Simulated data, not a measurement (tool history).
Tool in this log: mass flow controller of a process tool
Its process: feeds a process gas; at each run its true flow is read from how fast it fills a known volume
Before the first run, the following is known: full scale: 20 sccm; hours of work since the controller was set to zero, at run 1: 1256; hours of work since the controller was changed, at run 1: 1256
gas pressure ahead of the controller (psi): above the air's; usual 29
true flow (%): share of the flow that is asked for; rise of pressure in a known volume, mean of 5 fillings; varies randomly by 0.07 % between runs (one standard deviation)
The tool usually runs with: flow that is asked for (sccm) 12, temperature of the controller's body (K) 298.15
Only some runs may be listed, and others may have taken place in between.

run,day,flow that is asked for (sccm),gas pressure ahead of the controller (psi),temperature of the controller's body (K),hours of work since the controller was set to zero,hours of work since the controller was changed,true flow (%)
1,0,12,29,298.15,1256,1256,99.1
2,1.592,12,29,298.15,1286,1286,99.4
3,4.908,16,29,298.15,1347,1347,99.39
4,7.158,12,23.6,298.15,1389,1389,99.35
5,10.383,12,24.5,298.15,1449,1449,99.38
6,12.554,12,24.5,298.15,1489,1489,99.3
7,16.496,12,24.5,298.15,1562,1562,99.41
8,20.317,12,24.5,298.15,1633,1633,99.36
9,22.254,12,24.5,298.15,1669,1669,99.34
10,25.708,12,20.9,298.15,1733,1733,99.65
11,28.967,12,20.9,298.15,1794,1794,99.6
12,30.729,12,29,298.15,1827,1827,99.19
13,33.029,12,29,298.15,1869,1869,99.16
14,34.725,7,29,298.15,1901,1901,98.91
15,38.138,12,29,298.15,1964,1964,99.13
16,41.854,12,29,298.15,2033,2033,99.21
17,44.554,12,29,298.15,2083,2083,99.21
18,47.979,12,29,300.15,2147,2147,99.3
19,50.129,12,29,300.15,2187,2187,99.22
20,53.304,12,29,298.15,2245,2245,99.19
21,56.838,12,29,298.15,2311,2311,99.19
22,59.917,12,29,298.15,2368,2368,99.32
23,61.971,12,29,298.15,2406,2406,99.2
24,65.683,12,29,298.15,2475,2475,99.32
25,68.158,12,24.2,298.15,2521,2521,99.26
26,70.812,12,24.2,298.15,2570,2570,99.45
27,73.404,6,29,303.15,2618,2618,99.31
28,76.329,5,26.3,303.15,2673,2673,99.71
29,80.112,8,38.1,298.15,2743,2743,98.7
30,83.35,8,38.1,298.15,2803,2803,98.75
31,85.038,8,38.1,298.15,2834,2834,98.77
32,88.708,12,35.1,304.15,2902,2902,99.17
33,92.55,9,36.7,295.15,2974,2974,98.73
34,94.142,9,36.7,295.15,3003,3003,98.68
35,97.425,16,38.9,295.15,3064,3064,98.89
36,100.767,20,38.9,310.15,3126,3126,99.74
37,103.658,12,22.9,312.15,3180,3180,100.08
38,107.125,12,22.9,312.15,3244,3244,99.98
39,109.725,12,22.9,305.15,3292,3292,99.64
40,113.417,12,38.4,305.15,3361,3361,99.08
41,116.279,17,36.5,299.15,3414,3414,99.2
42,119.6,17,36.5,299.15,3476,3476,99.05
43,123.267,17,36.5,299.15,3544,3544,99.19
44,125.188,17,36.5,294.15,3579,3579,99.01
45,128.304,2,20.3,305.15,3637,3637,102.71
46,130.758,2,20.3,305.15,3683,3683,102.76
47,134.05,2,20.3,313.15,3744,3744,103.14
48,136.562,8,33.9,310.15,3791,3791,99.5

For some of the steps in true flow (%) from one run to the next: how much would appear even if the tool had no hidden state, given the settings, what came in and random variation, and how much remains for the hidden state plus any gauge scatter that the measured result and the result without hidden state don't share?
Hidden state at play: flow at rest that the sensor doesn't see, % of full scale; true flow over the shown one, %; drift of the gauge itself on true_pct, %.
Run 26 -> 27: flow that is asked for (sccm) 12 -> 6, gas pressure ahead of the controller (psi) 24.2 -> 29, temperature of the controller's body (K) 298.15 -> 303.15. true flow (%) -0.14: hidden state +0.55, all else -0.69.
Run 28 -> 29: flow that is asked for (sccm) 5 -> 8, gas pressure ahead of the controller (psi) 26.3 -> 38.1, temperature of the controller's body (K) 303.15 -> 298.15. true flow (%) -1.01: hidden state -0.5, all else -0.51.
Run 44 -> 45: flow that is asked for (sccm) 17 -> 2, gas pressure ahead of the controller (psi) 36.5 -> 20.3, temperature of the controller's body (K) 294.15 -> 305.15. true flow (%) +3.7: hidden state +4.04, all else -0.34.
Run 47 -> 48: flow that is asked for (sccm) 2 -> 8, gas pressure ahead of the controller (psi) 20.3 -> 33.9, temperature of the controller's body (K) 313.15 -> 310.15. true flow (%) -3.64: hidden state -3.52, all else -0.12.
